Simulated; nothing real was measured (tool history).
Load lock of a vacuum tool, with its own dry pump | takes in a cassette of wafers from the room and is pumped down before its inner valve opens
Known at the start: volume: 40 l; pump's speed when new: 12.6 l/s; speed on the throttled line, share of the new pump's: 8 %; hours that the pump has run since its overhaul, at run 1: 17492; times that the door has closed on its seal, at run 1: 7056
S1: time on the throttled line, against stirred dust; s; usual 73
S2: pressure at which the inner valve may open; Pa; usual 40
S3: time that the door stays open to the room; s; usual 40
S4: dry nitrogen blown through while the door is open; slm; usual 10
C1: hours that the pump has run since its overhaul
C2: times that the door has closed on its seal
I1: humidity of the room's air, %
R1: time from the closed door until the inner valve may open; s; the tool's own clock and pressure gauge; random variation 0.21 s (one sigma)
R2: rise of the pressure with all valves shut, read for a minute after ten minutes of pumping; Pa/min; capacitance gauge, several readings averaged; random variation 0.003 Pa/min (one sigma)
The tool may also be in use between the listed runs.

run	hour	S1	S2	S3	S4	C1	C2	I1	R1	R2
1	0.0	73	40	40	10	17492	7056	42.6	94.5	0.049
2	344.3	73	32	40	10	17836	8672	42.5	94.8	0.049
3	886.4	73	32	40	10	18378	11217	44.8	95.5	0.069
4	1238.9	73	32	40	10	18730	12871	46.6	95.2	0.076
5	1625.8	73	32	40	24	19117	14687	45.4	95.3	0.084
6	2229.6	73	32	40	24	19721	17520	47.2	95.2	0.100
7	2621.3	73	32	40	24	20113	19359	44.1	95.4	0.111
8	3103.1	73	32	40	24	20595	21620	43.4	95.5	0.131
9	3702.4	73	32	40	24	21194	24433	41.4	95.5	0.150
10	4153.7	73	32	40	24	21645	26551	43.4	96.0	0.171
11	4559.8	73	40	40	10	22051	28457	46.6	95.4	0.203
12	5115.3	73	40	40	10	22607	31063	44.8	95.2	0.232
13	5717.0	73	40	40	10	23209	33887	44.6	95.0	0.263
14	6084.0	73	40	40	6	23576	35610	45.4	94.9	0.281
15	6402.5	73	40	40	25	23894	37105	47.6	95.1	0.290
16	6869.8	73	40	40	25	24361	39298	42.1	94.9	0.317
# hour 7083.0: dry pump taken out, an overhauled one fitted
17	7134.6	73	40	40	25	52	40512	43.0	91.3	0.339
18	7446.3	73	40	40	10	363	41975	45.6	91.4	0.359
19	7764.9	73	40	40	10	682	43470	45.1	91.4	0.381
# hour 8291.1: door's seal changed, seat wiped
20	8360.6	73	40	59	10	1276	326	47.4	91.7	0.036
21	8686.8	73	40	59	10	1602	1857	46.5	91.5	0.036
22	9250.7	46	50	28	24	2166	4504	43.6	66.3	0.029
23	9742.3	46	34	28	7	2658	6811	45.6	67.5	0.050
24	10085.3	73	40	40	9	3001	8421	43.6	91.7	0.055
25	10532.7	73	40	31	9	3448	10520	42.5	91.9	0.062
26	11060.9	73	71	40	10	3976	12999	43.8	90.1	0.072
27	11433.3	73	40	113	10	4349	14747	42.0	91.9	0.106
28	11982.5	73	60	40	10	4898	17325	46.4	90.8	0.106
29	12414.3	73	60	40	10	5330	19351	46.6	90.6	0.120
30	12717.6	73	40	37	18	5633	20774	46.8	91.9	0.125
31	13277.4	63	40	122	10	6193	23402	47.4	83.1	0.175
32	13582.7	73	40	73	23	6498	24835	46.9	91.5	0.161
33	13926.6	73	40	73	23	6842	26448	46.2	92.0	0.181
34	14526.0	73	40	72	10	7442	29262	47.7	92.3	0.217

What does the tool deliver on the next run?
35	14962.9	73	40	72	10	7878	31312	47.5	?	?

Run 35 measured R1 92.3 s, R2 0.242 Pa/min.
If the tool had no hidden condition, the same run with the same run-to-run variation would have returned R1 91.6 s, R2 0.036 Pa/min.

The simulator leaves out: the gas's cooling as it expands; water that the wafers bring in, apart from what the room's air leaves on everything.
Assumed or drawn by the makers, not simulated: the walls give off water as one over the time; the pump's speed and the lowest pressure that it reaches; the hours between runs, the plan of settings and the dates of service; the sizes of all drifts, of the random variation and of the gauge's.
